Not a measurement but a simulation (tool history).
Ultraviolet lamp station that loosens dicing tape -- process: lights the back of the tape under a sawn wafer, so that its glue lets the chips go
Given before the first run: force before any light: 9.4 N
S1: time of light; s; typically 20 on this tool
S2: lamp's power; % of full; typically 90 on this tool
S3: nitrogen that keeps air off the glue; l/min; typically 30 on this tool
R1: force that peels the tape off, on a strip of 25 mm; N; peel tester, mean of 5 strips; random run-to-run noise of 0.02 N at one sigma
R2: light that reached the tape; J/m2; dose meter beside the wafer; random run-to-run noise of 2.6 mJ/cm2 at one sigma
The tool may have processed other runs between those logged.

run   hour  S1  S2  S3     R1    R2
  1    0.0  20  90  30  1.120  3100
  2   10.1  20  90  30  1.123  3060
  3   18.4  20  63  30  2.038  2180
  4   25.4  20  63  30  2.070  2170
  5   38.2  20  63  30  2.056  2160
  6   45.1  20  90  30  1.131  3060
  7   50.9  20  90  12  1.993  3040
  8   58.1  20  90  12  2.022  3070
  9   69.8  20  90  12  1.989  3060
 10   76.2  12  90  30  2.519  1850
 11   81.6  12  90  30  2.552  1820
 12   92.2  20  90  44  0.958  3060
 13  100.9  20  90  30  1.192  3020
 14  111.4  20  90  30  1.211  3050
 15  116.9  20  90  55  0.843  2940
 16  122.4  20  90  30  1.212  3050
 17  133.7  20  90  30  1.235  2970
 18  144.7  20  90  30  1.206  3000
 19  157.2  20  74  30  1.671  2450
 20  167.4  20  74  30  1.765  2430
 21  176.2  20  74  30  1.716  2420
 22  182.9  20  74  30  1.679  2440
 23  193.1  20  90  14  1.876  2970
 24  203.5  20  90  14  1.944  2950
 25  213.5  20  90  34  1.135  2910
 26  223.5  20  90  34  1.173  2950
 27  232.2  20  90  34  1.160  2900
 28  244.4  11  84  21  3.633  1500
 29  254.6  11  84  21  3.734  1520
 30  264.2  11  84  21  3.679  1500
 31  275.7  18  95  11  2.421  2820
 32  281.9  22  90  30  1.101  3180
 33  291.0  20  88  30  1.328  2840
 34  300.9  16  88  29  1.928  2320
 35  307.9  16  88  29  1.972  2230
 36  319.3  19  75  12  3.011  2220
 37  328.2  19  75  12  2.939  2280
 38  333.9  36  75  14  1.024  4230
 39  341.2  24  90  30  0.933  3440
 40  348.2  26  85  34  0.825  3500
 41  358.7  26  85  34  0.842  3450
 42  364.6  24  74  12  2.316  2820
 43  370.9  21  76  11  2.708  2500
 44  382.5  17  90  30  1.756  2420
 45  391.0  38  76  50  0.400  4520

Run by run, hidden condition taken away, random variation retained:
Hidden conditions of the tool in this case: lamp's light, % of a new lamp's; light that the window lets through, % of a clean one's; drift of the gauge itself on peel_n, %; drift of the gauge itself on dose_mj_cm2, %.
run     R1    R2
  1  0.936  3400
  2  0.937  3370
  3  1.760  2400
  4  1.782  2390
  5  1.763  2390
  6  0.928  3400
  7  1.697  3380
  8  1.718  3410
  9  1.681  3420
 10  2.176  2070
 11  2.202  2030
 12  0.763  3430
 13  0.954  3390
 14  0.964  3430
 15  0.661  3330
 16  0.962  3440
 17  0.977  3370
 18  0.949  3410
 19  1.342  2790
 20  1.414  2780
 21  1.369  2770
 22  1.336  2800
 23  1.506  3420
 24  1.555  3400
 25  0.861  3360
 26  0.888  3410
 27  0.870  3370
 28  3.122  1740
 29  3.203  1770
 30  3.148  1760
 31  1.940  3300
 32  0.805  3730
 33  0.985  3340
 34  1.487  2730
 35  1.516  2630
 36  2.450  2640
 37  2.384  2700
 38  0.727  5030
 39  0.658  4090
 40  0.574  4170
 41  0.588  4130
 42  1.779  3370
 43  2.137  3000
 44  1.289  2910
 45  0.300  5440
